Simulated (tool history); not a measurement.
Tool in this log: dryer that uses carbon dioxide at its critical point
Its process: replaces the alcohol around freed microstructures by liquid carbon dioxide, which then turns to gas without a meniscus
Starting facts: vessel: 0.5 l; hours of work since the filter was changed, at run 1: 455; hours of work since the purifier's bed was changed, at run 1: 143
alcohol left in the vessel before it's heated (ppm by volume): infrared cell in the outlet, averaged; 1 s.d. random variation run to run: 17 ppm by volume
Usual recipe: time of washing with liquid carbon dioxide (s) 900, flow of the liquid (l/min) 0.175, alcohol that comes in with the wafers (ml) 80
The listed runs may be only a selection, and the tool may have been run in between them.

run	hour	time of washing with liquid carbon dioxide (s)	flow of the liquid (l/min)	alcohol that comes in with the wafers (ml)	hours of work since the filter was changed	hours of work since the purifier's bed was changed	alcohol left in the vessel before it's heated (ppm by volume)
1	0.0	900	0.175	80	455	143	2596
# hour 4.1: inlet filter changed
2	8.3	900	0.175	80	3	148	1141
3	14.5	900	0.175	80	8	153	1120
4	22.2	900	0.261	80	13	158	152
5	28.2	900	0.261	80	18	163	147
6	32.3	900	0.261	80	21	166	154
7	40.4	900	0.175	80	27	172	1174
8	48.8	900	0.175	80	33	178	1221
9	55.0	900	0.131	80	38	183	4031
10	64.0	900	0.131	80	44	189	4169
11	70.2	900	0.131	80	49	194	4248
12	78.2	900	0.131	80	55	200	4234
13	84.0	900	0.217	80	59	204	432
14	88.5	900	0.217	80	62	207	439
15	94.7	900	0.217	80	67	212	434
16	100.2	1080	0.175	80	71	216	527
17	106.3	1080	0.175	80	76	221	541
18	111.9	1080	0.175	80	80	225	557
19	121.0	900	0.175	80	86	232	1326
20	129.6	900	0.174	35	93	238	644
21	134.1	900	0.174	35	96	241	647
22	139.1	1320	0.204	111	100	245	140
23	145.0	1320	0.175	48	104	249	180
24	150.1	660	0.127	80	108	253	12720
25	158.4	660	0.127	80	114	259	12712
26	166.3	780	0.107	20	120	265	3488
27	174.1	720	0.207	80	126	271	1799
28	179.6	540	0.129	45	130	275	10835
29	186.1	600	0.175	36	135	280	3030
30	190.5	780	0.175	98	138	283	3224
31	195.9	660	0.221	53	142	287	1336
32	202.0	1260	0.236	53	146	291	118
33	207.5	1260	0.236	53	150	295	115
34	214.8	1200	0.132	38	156	301	787
35	222.7	900	0.154	40	162	307	1390
36	231.6	1320	0.154	78	168	313	475
37	236.7	780	0.106	45	172	317	7987
38	243.3	1260	0.126	32	177	322	689

Results per run with the tool's hidden condition removed, run-to-run variation unchanged:
The tool's hidden condition here consists of: flow that reaches the vessel past the clogged filter, %; alcohol in the recycled carbon dioxide, ppm; drift of the gauge itself on alcohol_ppm, %.
run	alcohol left in the vessel before it's heated (ppm by volume)
1	1088
2	1083
3	1052
4	93
5	87
6	93
7	1059
8	1087
9	3761
10	3850
11	3894
12	3851
13	315
14	317
15	309
16	386
17	393
18	403
19	1061
20	475
21	475
22	42
23	74
24	11354
25	11278
26	3017
27	1367
28	9660
29	2485
30	2505
31	970
32	10
33	11
34	515
35	986
36	244
37	6661
38	416
